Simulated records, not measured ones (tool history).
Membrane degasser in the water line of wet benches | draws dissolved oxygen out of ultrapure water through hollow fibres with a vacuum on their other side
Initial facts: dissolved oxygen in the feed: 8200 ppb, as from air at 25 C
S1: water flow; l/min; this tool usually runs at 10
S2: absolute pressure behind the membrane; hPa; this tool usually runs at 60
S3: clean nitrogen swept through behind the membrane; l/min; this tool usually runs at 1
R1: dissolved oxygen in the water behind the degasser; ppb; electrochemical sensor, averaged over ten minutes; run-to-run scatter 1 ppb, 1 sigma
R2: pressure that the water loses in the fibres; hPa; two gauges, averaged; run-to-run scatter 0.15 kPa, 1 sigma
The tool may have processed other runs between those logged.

run    hour  S1    S2    S3     R1     R2
  1       0  10    60     1   99.7  348.6
  2   253.1  10    60     1   99.3  344.7
  3   483.1  10    60     1   98.4  348.4
  4   700.9  10    60     1   98.8  349.8
  5   997.5  10    60     1     97  345.2
  6    1262  10    60     1   98.8  342.2
  7    1565  10    60     1   98.5  347.7
  8  1882.5   9    60     1   79.6    310
  9  2132.3   9    60     1   78.3  311.7
 10  2361.9   9    60  2.63   43.2    312
 11  2532.3   9    60  2.63   43.9  309.3
 12  2777.4   9    60  2.63   43.2  311.9
 13  2920.7   9    60  2.63   43.8  308.2
 14  3095.9   9    60  2.63   43.4  310.4
 15  3225.3  10    60     1   97.5  347.4
 16  3461.4  10    60     1   97.3  345.1
 17    3762  10    60     1   96.8    341
 18  4037.5  14  37.5  1.74    129  478.3
 19  4291.5  14  37.5  1.74    127  478.9
 20  4541.5  14  37.5  1.74  127.4  477.3
 21  4790.4  16  42.2   0.7  226.8  547.6
 22    5007  16  42.2   0.7  225.3  546.9
 23  5184.2   7   149  2.53   83.8  240.3
 24  5500.2   9  66.1     1   91.3  308.6
 25  5731.8   9  66.1     1   92.4    306
 26  5887.4  12    60  0.69  172.7  408.1
 27  6096.1  10  79.2  0.68  191.9    341
 28  6375.6  14  73.7  1.39  213.3  472.9
 29  6589.2  14  73.7  1.39  209.5  474.5
 30  6839.3  10  38.3  1.99   40.2  339.4
 31  7069.8   9  54.1  0.41  128.2  304.7
 32  7321.4   9  54.1  0.41    128  305.7

Put back what was entered between runs (3 entries, withheld): which listed runs does each sit between, and how does the hidden state differ from the listed run before to the listed run after?
Logged between run 16 and run 17: membrane cartridge changed (hour 3568.3); vacuum gauge calibrated (hour 3681.4)
  membrane still open, %: 99.8 -> 100; drift of the gauge itself on loss_of_pressure_kpa, %: -1.2 -> -1.3
  measured result minus the result with no hidden state, R2: -3.5 -> -4.5 hPa
Logged between run 24 and run 25: seals of the vacuum lines changed (hour 5731.8)
  air that leaks in behind the membrane, l/min: 0.0022 -> 0.002; drift of the gauge itself on loss_of_pressure_kpa, %: -1.9 -> -1.98
  measured result minus the result with no hidden state, R2: -5.8 -> -6.1 hPa
